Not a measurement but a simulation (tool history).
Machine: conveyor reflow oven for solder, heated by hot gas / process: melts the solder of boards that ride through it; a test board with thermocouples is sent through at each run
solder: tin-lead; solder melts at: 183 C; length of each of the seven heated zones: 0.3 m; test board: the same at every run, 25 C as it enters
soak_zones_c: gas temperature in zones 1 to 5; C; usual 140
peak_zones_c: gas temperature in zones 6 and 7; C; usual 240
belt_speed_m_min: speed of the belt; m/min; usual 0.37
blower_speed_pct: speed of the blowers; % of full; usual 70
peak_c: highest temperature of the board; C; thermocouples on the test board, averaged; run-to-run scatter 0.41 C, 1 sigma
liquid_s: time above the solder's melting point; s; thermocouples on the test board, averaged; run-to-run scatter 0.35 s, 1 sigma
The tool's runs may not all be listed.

{"run": 1, "day": 0.0, "soak_zones_c": 140, "peak_zones_c": 240, "belt_speed_m_min": 0.37, "blower_speed_pct": 70, "peak_c": 222.9, "liquid_s": 79.5}
{"run": 2, "day": 1.175, "soak_zones_c": 140, "peak_zones_c": 240, "belt_speed_m_min": 0.37, "blower_speed_pct": 70, "peak_c": 222.9, "liquid_s": 78.9}
{"run": 3, "day": 2.804, "soak_zones_c": 140, "peak_zones_c": 240, "belt_speed_m_min": 0.37, "blower_speed_pct": 70, "peak_c": 223.3, "liquid_s": 78.7}
{"day": 3.162, "done": "thermocouples of zones 6 and 7 changed"}
{"run": 4, "day": 4.812, "soak_zones_c": 140, "peak_zones_c": 240, "belt_speed_m_min": 0.37, "blower_speed_pct": 70, "peak_c": 224.1, "liquid_s": 80.1}
{"run": 5, "day": 6.467, "soak_zones_c": 153, "peak_zones_c": 240, "belt_speed_m_min": 0.37, "blower_speed_pct": 70, "peak_c": 225.8, "liquid_s": 87.6}
{"run": 6, "day": 8.375, "soak_zones_c": 140, "peak_zones_c": 240, "belt_speed_m_min": 0.37, "blower_speed_pct": 70, "peak_c": 223.6, "liquid_s": 79.5}
{"run": 7, "day": 9.596, "soak_zones_c": 140, "peak_zones_c": 238, "belt_speed_m_min": 0.37, "blower_speed_pct": 70, "peak_c": 220.9, "liquid_s": 77.8}
{"run": 8, "day": 11.158, "soak_zones_c": 140, "peak_zones_c": 240, "belt_speed_m_min": 0.339, "blower_speed_pct": 70, "peak_c": 225.2, "liquid_s": 88.9}
{"run": 9, "day": 13.067, "soak_zones_c": 140, "peak_zones_c": 240, "belt_speed_m_min": 0.37, "blower_speed_pct": 70, "peak_c": 222.4, "liquid_s": 78.3}
{"run": 10, "day": 14.321, "soak_zones_c": 140, "peak_zones_c": 240, "belt_speed_m_min": 0.346, "blower_speed_pct": 70, "peak_c": 224.5, "liquid_s": 86.3}
{"run": 11, "day": 15.662, "soak_zones_c": 140, "peak_zones_c": 240, "belt_speed_m_min": 0.37, "blower_speed_pct": 66, "peak_c": 220.9, "liquid_s": 77.7}
{"run": 12, "day": 16.625, "soak_zones_c": 140, "peak_zones_c": 240, "belt_speed_m_min": 0.37, "blower_speed_pct": 66, "peak_c": 221.4, "liquid_s": 77.5}
{"day": 17.921, "done": "flux residue cleaned out of gas plates and filters"}
{"run": 13, "day": 17.921, "soak_zones_c": 140, "peak_zones_c": 240, "belt_speed_m_min": 0.364, "blower_speed_pct": 66, "peak_c": 224.4, "liquid_s": 82.1}
{"run": 14, "day": 19.188, "soak_zones_c": 140, "peak_zones_c": 240, "belt_speed_m_min": 0.364, "blower_speed_pct": 66, "peak_c": 223.8, "liquid_s": 81.8}
{"run": 15, "day": 20.033, "soak_zones_c": 140, "peak_zones_c": 240, "belt_speed_m_min": 0.364, "blower_speed_pct": 66, "peak_c": 223.5, "liquid_s": 81.2}

Run 16 has not been measured yet. What should we expect?
{"run": 16, "day": 21.196, "soak_zones_c": 140, "peak_zones_c": 240, "belt_speed_m_min": 0.364, "blower_speed_pct": 66, "peak_c": "?", "liquid_s": "?"}

peak_c: 223.7 C
liquid_s: 80.5 s
Were there no unlogged condition in the tool, this run, its random variation unchanged, would have produced peak_c 224.3 C, liquid_s 80.3 s.
